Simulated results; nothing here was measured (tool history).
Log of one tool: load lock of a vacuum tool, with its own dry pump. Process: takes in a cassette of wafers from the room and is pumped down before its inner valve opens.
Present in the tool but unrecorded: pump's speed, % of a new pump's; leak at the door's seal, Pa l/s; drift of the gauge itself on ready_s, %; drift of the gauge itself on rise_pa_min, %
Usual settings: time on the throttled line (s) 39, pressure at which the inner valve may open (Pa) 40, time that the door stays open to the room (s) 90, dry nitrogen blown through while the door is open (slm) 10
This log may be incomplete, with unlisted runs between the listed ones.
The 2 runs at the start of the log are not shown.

run    hour  time on the throttled line (s)  pressure at which the inner valve may open (Pa)  time that the door stays open to the room (s)  dry nitrogen blown through while the door is open (slm)  hours that the pump has run since its overhaul  times that the door has closed on its seal  incoming humidity of the room's air, %  time from the closed door until the inner valve may open (s)  rise of the pressure with all valves shut (Pa/min)
  3   224.6                              48                                               40                                             90                                                       10                                            3101                                       21748                                    48.4                                                          87.0                                               0.143
  4   370.0                              48                                               40                                             90                                                       10                                            3247                                       22047                                    47.2                                                          87.5                                               0.149
  5   522.3                              48                                               40                                             90                                                       10                                            3399                                       22359                                    43.5                                                          87.4                                               0.140
  6   669.8                              48                                               40                                             90                                                       10                                            3547                                       22662                                    45.5                                                          89.0                                               0.152
  7   754.7                              39                                               40                                             90                                                       19                                            3632                                       22837                                    43.3                                                          81.6                                               0.140
  8   890.5                              39                                               40                                             90                                                       19                                            3767                                       23116                                    46.3                                                          81.3                                               0.148
  9   959.3                              39                                               40                                             90                                                       19                                            3836                                       23257                                    47.9                                                          82.6                                               0.148
 10  1081.6                              39                                               40                                             90                                                       19                                            3958                                       23508                                    47.8                                                          82.0                                               0.153
 11  1192.4                              39                                               40                                             90                                                       19                                            4069                                       23736                                    46.9                                                          81.9                                               0.152
 12  1316.2                              31                                               40                                             90                                                       19                                            4193                                       23990                                    44.7                                                          76.1                                               0.150
 13  1444.4                              31                                               40                                             90                                                       19                                            4321                                       24253                                    46.6                                                          77.0                                               0.158
 14  1600.4                              39                                               40                                             90                                                       10                                            4477                                       24574                                    45.6                                                          82.7                                               0.166
 15  1724.4                              39                                               40                                             90                                                       10                                            4601                                       24829                                    47.2                                                          82.1                                               0.170
 16  1799.8                              39                                               40                                             90                                                       10                                            4677                                       24983                                    42.4                                                          82.5                                               0.162
 17  1896.6                              39                                               40                                             90                                                       10                                            4773                                       25182                                    44.2                                                          82.1                                               0.166
 18  2054.4                              39                                               40                                             90                                                        6                                            4931                                       25506                                    42.3                                                          81.8                                               0.172
 19  2225.7                              26                                               40                                             90                                                       10                                            5102                                       25858                                    46.5                                                          73.6                                               0.177
 20  2385.6                              26                                               40                                             90                                                       10                                            5262                                       26187                                    47.1                                                          74.2                                               0.176
 21  2540.4                              26                                               40                                             90                                                       10                                            5417                                       26505                                    44.9                                                          74.4                                               0.177
 22  2631.5                              71                                               51                                             59                                                       23                                            5508                                       26692                                    43.0                                                         102.9                                               0.165
 23  2764.8                              45                                               72                                             90                                                       10                                            5642                                       26966                                    43.1                                                          84.0                                               0.190
 24  2888.0                              39                                               31                                             90                                                        8                                            5765                                       27219                                    49.2                                                          85.2                                               0.192

Run 25 comes next. What will it give?
 25  2992.8                              39                                               31                                             90                                                        8                                            5870                                       27434                                    46.6                                                             ?                                                   ?

Run 25 gave time from the closed door until the inner valve may open (s) 84.5, rise of the pressure with all valves shut (Pa/min) 0.190.
Without the tool's hidden state the same run would have given time from the closed door until the inner valve may open (s) 80.5, rise of the pressure with all valves shut (Pa/min) 0.046.
